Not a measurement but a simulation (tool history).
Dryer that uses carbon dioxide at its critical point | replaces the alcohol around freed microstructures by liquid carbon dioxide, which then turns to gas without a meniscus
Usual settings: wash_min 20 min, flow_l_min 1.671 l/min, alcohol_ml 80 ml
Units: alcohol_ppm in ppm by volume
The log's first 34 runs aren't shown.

run,hour,wash_min,flow_l_min,alcohol_ml,hours of work since the filter was changed,hours of work since the purifier's bed was changed,alcohol_ppm
35,813.9,29,2.07,109,211,731,103
36,837.5,29,2.07,109,222,742,103
37,864.7,29,2.07,109,234,755,97
38,885.4,25,1.38,80,244,765,173
39,902.6,22,1.38,31,252,773,169
40,931.9,24,1.671,80,266,786,142
41,952.1,21,1.4,26,275,796,169
42,983.7,21,1.2,26,290,811,226
43,1007.2,21,1.2,26,301,822,229
44,1032,13,1.671,38,313,833,439
45,1063.2,20,2.42,32,327,848,114
46,1077.6,22,1.44,84,334,854,268
47,1095.9,22,1.15,42,342,863,327

4 ways to go on from here, each from the tool as it stands after run 47. What would each give?
A,1110.5,18,1.671,62,349,870,?
B,1110.5,20,1.42,80,349,870,?
C,1110.5,19,1.31,54,349,870,?
D,1110.5,29,1.45,80,349,870,?

run,alcohol_ppm
A,260
B,370
C,397
D,146
Without the tool's hidden state the same runs would have given:
run,alcohol_ppm
A,63
B,119
C,139
D,14
